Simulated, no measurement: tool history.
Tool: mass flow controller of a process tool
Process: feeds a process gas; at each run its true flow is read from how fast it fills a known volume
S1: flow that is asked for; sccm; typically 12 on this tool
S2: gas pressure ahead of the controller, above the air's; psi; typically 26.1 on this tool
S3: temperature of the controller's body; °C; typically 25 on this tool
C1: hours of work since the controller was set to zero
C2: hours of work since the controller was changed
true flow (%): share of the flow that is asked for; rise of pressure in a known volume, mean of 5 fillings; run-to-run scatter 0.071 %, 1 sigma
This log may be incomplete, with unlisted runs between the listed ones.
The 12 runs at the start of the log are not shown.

Run 13, day 47.175: usual settings but S1 19 sccm; C1 3519; C2 3519. Result: true flow (%) 102.19.
At day 47.467: controller's zero set anew.
Run 14, day 51.833: usual settings but S3 21 °C; C1 82; C2 3606. Result: true flow (%) 103.2.
Run 15, day 56.833: usual settings; C1 176; C2 3699. Result: true flow (%) 103.63.
Run 16, day 61.025: usual settings; C1 254; C2 3778. Result: true flow (%) 103.51.
Run 17, day 64.679: usual settings; C1 323; C2 3847. Result: true flow (%) 103.51.
Run 18, day 68.725: usual settings; C1 399; C2 3922. Result: true flow (%) 103.61.
Run 19, day 72.192: usual settings but S1 13 sccm; C1 464; C2 3988. Result: true flow (%) 103.53.
Run 20, day 76.538: usual settings but S1 13 sccm; C1 545; C2 4069. Result: true flow (%) 103.61.
At day 81.117: controller's zero set anew, once more.
Run 21, day 81.746: usual settings but S1 13 sccm; C1 12; C2 4166. Result: true flow (%) 101.31.
Run 22, day 84.621: usual settings but S1 13 sccm; C1 66; C2 4220. Result: true flow (%) 101.43.
Run 23, day 87.675: usual settings but S2 32.5 psi; C1 123; C2 4278. Result: true flow (%) 101.25.
Run 24, day 91.179: usual settings but S2 32.5 psi, S3 30 °C; C1 189; C2 4343. Result: true flow (%) 101.42.
Run 25, day 94.283: usual settings but S2 35.8 psi, S3 28 °C; C1 247; C2 4401. Result: true flow (%) 101.35.
Run 26, day 97.262: usual settings but S2 35.8 psi, S3 34 °C; C1 303; C2 4457. Result: true flow (%) 101.88.
Run 27, day 103.346: usual settings but S2 24.9 psi, S3 24 °C; C1 417; C2 4571. Result: true flow (%) 101.48.
Run 28, day 106.758: usual settings but S1 5 sccm, S2 25.1 psi; C1 481; C2 4635. Result: true flow (%) 101.65.
Run 29, day 112.3: usual settings but S1 14 sccm, S2 25.1 psi; C1 585; C2 4739. Result: true flow (%) 101.6.
Run 30, day 118.788: usual settings but S2 30 psi; C1 707; C2 4861. Result: true flow (%) 101.53.
Run 31, day 124.712: usual settings but S2 30 psi; C1 818; C2 4972. Result: true flow (%) 101.72.
Run 32, day 128.55: usual settings but S2 30 psi; C1 890; C2 5044. Result: true flow (%) 101.73.
Run 33, day 131.725: usual settings but S1 4 sccm, S3 24 °C; C1 949; C2 5104. Result: true flow (%) 102.38.

Expected results for the next run?
Run 34, day 138.017: usual settings but S1 5 sccm, S2 25.7 psi, S3 24 °C; C1 1067; C2 5222. Result: true flow (%) ?.

true flow (%): 102.25
Minus the tool's unlogged condition, the same run would have read true flow (%) 99.37.

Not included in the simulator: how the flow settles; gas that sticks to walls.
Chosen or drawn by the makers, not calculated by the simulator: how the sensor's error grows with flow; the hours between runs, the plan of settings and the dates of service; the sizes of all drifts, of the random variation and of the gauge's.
